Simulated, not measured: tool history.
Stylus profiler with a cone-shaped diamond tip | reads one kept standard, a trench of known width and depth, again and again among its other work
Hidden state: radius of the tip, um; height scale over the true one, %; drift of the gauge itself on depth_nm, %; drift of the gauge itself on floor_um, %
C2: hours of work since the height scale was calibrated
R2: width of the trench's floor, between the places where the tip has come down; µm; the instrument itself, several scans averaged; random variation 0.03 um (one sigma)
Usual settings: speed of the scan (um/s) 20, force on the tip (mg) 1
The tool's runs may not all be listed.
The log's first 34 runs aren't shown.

{"run": 35, "hour": 580.0, "speed of the scan (um/s)": 20, "force on the tip (mg)": 2.7, "scans with this tip": 4333, "C2": 47, "depth of the trench (Å)": 5032.7, "R2": 27.15}
{"run": 36, "hour": 593.3, "speed of the scan (um/s)": 5, "force on the tip (mg)": 0.37, "scans with this tip": 4384, "C2": 56, "depth of the trench (Å)": 4993.8, "R2": 27.17}
{"hour": 595.9, "done": "height scale calibrated on a step standard, once more"}
{"run": 37, "hour": 611.7, "speed of the scan (um/s)": 58, "force on the tip (mg)": 1, "scans with this tip": 4453, "C2": 11, "depth of the trench (Å)": 5027.1, "R2": 26.83}
{"run": 38, "hour": 621.7, "speed of the scan (um/s)": 7, "force on the tip (mg)": 0.33, "scans with this tip": 4492, "C2": 17, "depth of the trench (Å)": 5015.5, "R2": 27.16}
{"run": 39, "hour": 638.7, "speed of the scan (um/s)": 7, "force on the tip (mg)": 0.33, "scans with this tip": 4558, "C2": 29, "depth of the trench (Å)": 5010.9, "R2": 27.08}
{"run": 40, "hour": 654.7, "speed of the scan (um/s)": 7, "force on the tip (mg)": 0.33, "scans with this tip": 4619, "C2": 39, "depth of the trench (Å)": 5012.7, "R2": 27.13}
{"run": 41, "hour": 667.2, "speed of the scan (um/s)": 36, "force on the tip (mg)": 0.68, "scans with this tip": 4668, "C2": 48, "depth of the trench (Å)": 5022, "R2": 26.91}
{"run": 42, "hour": 678.3, "speed of the scan (um/s)": 17, "force on the tip (mg)": 0.65, "scans with this tip": 4711, "C2": 55, "depth of the trench (Å)": 5022.8, "R2": 27.01}
{"run": 43, "hour": 700.5, "speed of the scan (um/s)": 17, "force on the tip (mg)": 0.65, "scans with this tip": 4796, "C2": 70, "depth of the trench (Å)": 5020.6, "R2": 27.01}
{"run": 44, "hour": 715.0, "speed of the scan (um/s)": 27, "force on the tip (mg)": 2.54, "scans with this tip": 4852, "C2": 80, "depth of the trench (Å)": 5047.6, "R2": 27.09}
{"run": 45, "hour": 734.9, "speed of the scan (um/s)": 24, "force on the tip (mg)": 1.09, "scans with this tip": 4929, "C2": 93, "depth of the trench (Å)": 5028.1, "R2": 27.02}
{"run": 46, "hour": 751.3, "speed of the scan (um/s)": 10, "force on the tip (mg)": 0.74, "scans with this tip": 4993, "C2": 104, "depth of the trench (Å)": 5022.1, "R2": 27.1}

3 ways to go on from here, each from the tool as it stands after run 46. What would each give?
{"run": "A", "hour": 773.5, "speed of the scan (um/s)": 12, "force on the tip (mg)": 0.74, "scans with this tip": 5078, "C2": 119, "depth of the trench (Å)": "?", "R2": "?"}
{"run": "B", "hour": 773.5, "speed of the scan (um/s)": 75, "force on the tip (mg)": 0.4, "scans with this tip": 5078, "C2": 119, "depth of the trench (Å)": "?", "R2": "?"}
{"run": "C", "hour": 773.5, "speed of the scan (um/s)": 7, "force on the tip (mg)": 0.35, "scans with this tip": 5078, "C2": 119, "depth of the trench (Å)": "?", "R2": "?"}

run=A depth_of_the_trench_(Å)=5021.5 R2=27.08
run=B depth_of_the_trench_(Å)=5016.6 R2=26.3
run=C depth_of_the_trench_(Å)=5014.7 R2=27.06
Without the tool's hidden state the same runs would have given:
run=A depth_of_the_trench_(Å)=5020.7 R2=27.25
run=B depth_of_the_trench_(Å)=5015.8 R2=26.46
run=C depth_of_the_trench_(Å)=5013.9 R2=27.22
